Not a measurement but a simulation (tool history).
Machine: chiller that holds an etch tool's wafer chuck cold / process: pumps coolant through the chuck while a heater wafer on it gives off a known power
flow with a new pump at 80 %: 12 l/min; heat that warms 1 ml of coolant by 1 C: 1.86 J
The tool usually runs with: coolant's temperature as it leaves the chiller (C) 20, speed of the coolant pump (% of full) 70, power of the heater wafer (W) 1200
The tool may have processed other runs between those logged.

run,day,coolant's temperature as it leaves the chiller (C),speed of the coolant pump (% of full),power of the heater wafer (W),chuck's temperature once it has settled (C),how much warmer the coolant comes back (C)
1,0,20,70,1200,33.4,3.82
2,0.883,20,70,1200,33.3,3.83
3,2.062,20,70,1200,33.4,3.78
4,3.458,20,70,1200,33.6,3.8
5,4.321,13,70,1200,26.6,3.86
6,5.675,13,70,1200,26.4,3.82
7,7.062,14,70,1200,27.4,3.82
8,8.504,29,70,1200,42.3,3.83
9,9.65,29,70,1200,42.6,3.81
10,10.625,20,70,1200,33.8,3.84
11,11.479,20,70,1003,31.5,3.23
12,12.842,20,70,1003,31.6,3.25
13,13.804,18,70,1200,31.7,3.81
14,14.554,18,70,1200,31.7,3.81
15,15.362,18,70,1200,31.6,3.89
16,16.579,18,70,1200,31.8,3.92
17,17.692,11,70,1200,24.8,3.81
18,19.208,24,96,1113,34.6,2.57
19,20.104,20,70,1200,33.9,3.81
20,20.858,20,70,1200,34.1,3.89
21,21.658,13,78,908,23.1,2.65
22,22.712,20,87,1798,38.2,4.56
23,23.662,20,87,1798,38.5,4.61
24,24.771,20,87,1798,38.5,4.58
25,26.038,11,70,695,19.6,2.24
26,27.421,29,65,988,41.8,3.42
27,28.229,29,65,988,40.4,3.48
28,29.667,29,65,988,40.5,3.49
29,31.1,29,65,988,40.4,3.5
30,32.446,19,75,1647,36.8,4.95
31,33.229,19,99,1341,31.2,3.04

Missing from the log above: 2 entries noted between runs. For each, name the pair of listed runs it sits between and say how the tool's hidden condition differs from the listed run just before to the listed run just after:
From run 22 to run 23: chiller's thermometer calibrated (day 22.846)
  heat passed by the chuck's channels, % of clean ones': 96.2 -> 96.1; flow at a given pump speed, % of a new pump's: 96 -> 95.9; coolant's true temperature over the reading, C: 0.67 -> 1.01
  measured result minus the result with no hidden state, chuck's temperature once it has settled (C): +1.7 -> +2; how much warmer the coolant comes back (C): +0.19 -> +0.19
From run 26 to run 27: chiller's thermometer calibrated, once more (day 27.546)
  heat passed by the chuck's channels, % of clean ones': 95.8 -> 95.7; flow at a given pump speed, % of a new pump's: 95.6 -> 95.5; coolant's true temperature over the reading, C: 1.04 -> 0.01
  measured result minus the result with no hidden state, chuck's temperature once it has settled (C): +1.8 -> +0.7; how much warmer the coolant comes back (C): +0.15 -> +0.16
